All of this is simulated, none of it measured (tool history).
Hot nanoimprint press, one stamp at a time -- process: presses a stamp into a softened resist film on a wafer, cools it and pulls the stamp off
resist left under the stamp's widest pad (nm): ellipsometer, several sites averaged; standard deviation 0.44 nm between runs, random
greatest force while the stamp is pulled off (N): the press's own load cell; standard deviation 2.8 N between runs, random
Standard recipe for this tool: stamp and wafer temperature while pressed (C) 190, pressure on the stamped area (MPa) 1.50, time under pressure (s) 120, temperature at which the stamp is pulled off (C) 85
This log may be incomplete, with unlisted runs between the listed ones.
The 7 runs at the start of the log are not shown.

run	day	stamp and wafer temperature while pressed (C)	pressure on the stamped area (MPa)	time under pressure (s)	temperature at which the stamp is pulled off (C)	hours of work since the thermocouple was calibrated	imprints on the stamp's release coat	hours of work since the press's seals were changed	resist left under the stamp's widest pad (nm)	greatest force while the stamp is pulled off (N)
8	9.483	190	1.02	120	85	151	259	697	170.2	217
9	11.179	193	1.02	120	85	172	394	718	155.7	224
10	11.938	193	1.02	120	85	181	454	727	157.1	219
11	13.158	193	1.02	120	85	196	552	742	156.6	221
12	13.908	190	1.50	120	85	205	611	751	144.7	229
13	14.758	190	1.50	120	85	216	679	761	145.4	227
14	15.975	190	1.38	120	85	230	776	776	151.8	233
15	16.892	190	1.38	120	85	242	849	787	150.5	227
16	18.438	190	1.50	120	85	260	972	806	145.4	233
17	19.242	188	1.50	120	85	270	1036	816	154.8	235
18	20.592	188	1.50	120	85	287	1144	833	155.7	237
19	21.504	184	1.14	120	85	298	1216	844	192.6	239
20	22.592	181	1.50	120	85	311	1303	857	188.0	239
21	23.896	181	1.50	120	85	327	1407	873	188.6	242
22	24.833	181	1.50	120	93	338	1482	884	189.1	230
23	26.267	181	1.50	120	93	356	1596	902	188.9	233
24	27.392	200	1.39	160	74	370	1685	915	100.2	263
# day 28.283: stamp cleaned and given a new release coat
25	28.483	190	2.37	169	85	380	16	926	105.5	217
26	29.242	179	1.40	120	83	389	76	935	204.5	220
27	31.054	179	1.40	120	83	411	220	957	205.3	220
28	31.979	179	1.40	120	83	422	294	968	204.9	220
# day 32.758: press's hydraulic seals changed and the load cell set to zero
29	34.138	184	0.94	192	82	445	439	17	177.4	230
30	35.638	190	1.50	120	90	463	559	35	146.3	221
31	36.554	182	1.50	120	82	474	632	46	184.5	230

Predict each of these 3 candidate next runs independently; none follows another, all start after run 31:
A	37.554	185	1.89	120	82	486	712	59	?	?
B	37.554	195	1.50	120	80	486	712	59	?	?
C	37.554	185	1.50	120	82	486	712	59	?	?

run	resist left under the stamp's widest pad (nm)	greatest force while the stamp is pulled off (N)
A	155.0	229
B	125.7	230
C	169.4	233
With no hidden state in the tool, these same runs would have given:
run	resist left under the stamp's widest pad (nm)	greatest force while the stamp is pulled off (N)
A	149.8	214
B	121.7	215
C	164.3	218

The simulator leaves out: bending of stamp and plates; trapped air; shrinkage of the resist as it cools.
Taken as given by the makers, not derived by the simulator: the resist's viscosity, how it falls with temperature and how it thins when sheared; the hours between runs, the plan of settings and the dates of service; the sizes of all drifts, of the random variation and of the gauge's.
